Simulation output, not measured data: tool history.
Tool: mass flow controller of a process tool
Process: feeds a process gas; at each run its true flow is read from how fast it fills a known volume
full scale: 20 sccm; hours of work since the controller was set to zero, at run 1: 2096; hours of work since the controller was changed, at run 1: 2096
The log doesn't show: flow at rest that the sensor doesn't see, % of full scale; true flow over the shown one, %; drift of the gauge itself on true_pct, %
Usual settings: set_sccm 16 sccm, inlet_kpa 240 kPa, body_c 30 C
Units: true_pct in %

run	hour	set_sccm	inlet_kpa	body_c	hours of work since the controller was set to zero	hours of work since the controller was changed	true_pct
1	0	16	240	30	2096	2096	99.83
2	156.3	16	240	30	2205	2205	99.87
3	398.2	16	273	30	2373	2373	99.69
4	601.4	15	240	30	2515	2515	99.76
5	897	16	240	30	2721	2721	99.87
6	1146.9	16	153	30	2895	2895	100.25
7	1303.3	16	153	30	3004	3004	100.3
8	1490.8	16	153	30	3134	3134	100.36
9	1634.6	16	153	30	3234	3234	100.43
10	1885.9	16	186	30	3409	3409	100.3
11	2143.3	16	186	30	3588	3588	100.54
12	2392.2	16	240	30	3762	3762	100.18
13	2571.3	16	155	30	3887	3887	100.69
14	2855.4	16	155	30	4084	4084	100.73
15	3023.1	16	155	30	4201	4201	100.69
16	3211.8	16	155	30	4333	4333	100.8
17	3484.4	15	240	20	4522	4522	100.59
18	3768.2	15	240	20	4720	4720	100.77
19	3964.2	15	240	20	4856	4856	100.83
20	4142.1	16	253	30	4980	4980	100.59
21	4299.9	13	205	37	5090	5090	99.97
# hour 4399.3: controller exchanged for a calibrated one
22	4574.8	8	240	39	122	122	98.18
23	4777.3	15	211	26	263	263	99.6
24	4992.8	18	183	22	413	413	100.34
25	5205.6	18	183	22	561	561	100.38
26	5490.7	18	183	22	760	760	100.43
27	5766.2	16	240	31	952	952	99.66
28	5940.1	16	240	31	1073	1073	99.6
29	6138.8	16	240	31	1211	1211	99.67
30	6360	16	240	33	1365	1365	99.73

Forecast each of these 3 alternatives for the next run:
A	6617.3	6	240	30	1544	1544	?
B	6617.3	5	240	33	1544	1544	?
C	6617.3	16	190	33	1544	1544	?

run	true_pct
A	98.08
B	97.61
C	99.86
Without the tool's hidden state the same runs would have given:
run	true_pct
A	98.16
B	97.91
C	99.24
